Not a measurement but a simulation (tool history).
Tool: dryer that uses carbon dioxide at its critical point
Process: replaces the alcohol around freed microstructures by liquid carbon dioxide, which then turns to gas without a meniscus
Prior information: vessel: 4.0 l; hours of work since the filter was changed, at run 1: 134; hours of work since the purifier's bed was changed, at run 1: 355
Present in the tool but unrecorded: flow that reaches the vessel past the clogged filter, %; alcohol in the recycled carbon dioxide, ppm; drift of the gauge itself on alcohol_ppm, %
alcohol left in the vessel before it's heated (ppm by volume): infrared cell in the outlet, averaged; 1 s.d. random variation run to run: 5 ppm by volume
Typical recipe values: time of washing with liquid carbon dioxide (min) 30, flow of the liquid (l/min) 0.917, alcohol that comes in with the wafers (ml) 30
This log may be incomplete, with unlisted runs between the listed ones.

| run | hour | time of washing with liquid carbon dioxide (min) | flow of the liquid (l/min) | alcohol that comes in with the wafers (ml) | hours of work since the filter was changed | hours of work since the purifier's bed was changed | alcohol left in the vessel before it's heated (ppm by volume) |
|---|---|---|---|---|---|---|---|
| 1 | 0.0 | 30 | 0.917 | 30 | 134 | 355 | 111 |
| 2 | 10.2 | 30 | 0.917 | 30 | 142 | 362 | 111 |
| 3 | 25.7 | 30 | 0.917 | 30 | 154 | 374 | 107 |
| 4 | 39.2 | 30 | 0.917 | 30 | 164 | 385 | 114 |
| 5 | 48.2 | 30 | 0.917 | 30 | 171 | 392 | 124 |
| 6 | 58.3 | 30 | 0.917 | 25 | 179 | 400 | 120 |
| 7 | 78.3 | 30 | 0.917 | 25 | 194 | 415 | 117 |
| 8 | 90.9 | 25 | 1.400 | 73 | 204 | 425 | 99 |
|  | 96.1 | inlet filter changed |
| 9 | 104.9 | 25 | 1.400 | 73 | 7 | 435 | 92 |
| 10 | 113.9 | 25 | 1.400 | 73 | 14 | 442 | 88 |
| 11 | 123.5 | 48 | 1.400 | 98 | 21 | 449 | 78 |

Consider 3 possible next runs. They are alternatives, not a sequence: every one starts from the tool as it was left by run 11. What does each give?
| A | 139.0 | 48 | 1.186 | 98 | 33 | 461 | ? |
| B | 139.0 | 30 | 1.035 | 30 | 33 | 461 | ? |
| C | 139.0 | 37 | 0.766 | 102 | 33 | 461 | ? |

| run | alcohol left in the vessel before it's heated (ppm by volume) |
|---|---|
| A | 77 |
| B | 98 |
| C | 195 |
Take away the tool's hidden state, keep each run's random variation, and the runs would have read:
| run | alcohol left in the vessel before it's heated (ppm by volume) |
|---|---|
| A | 4 |
| B | 26 |
| C | 115 |

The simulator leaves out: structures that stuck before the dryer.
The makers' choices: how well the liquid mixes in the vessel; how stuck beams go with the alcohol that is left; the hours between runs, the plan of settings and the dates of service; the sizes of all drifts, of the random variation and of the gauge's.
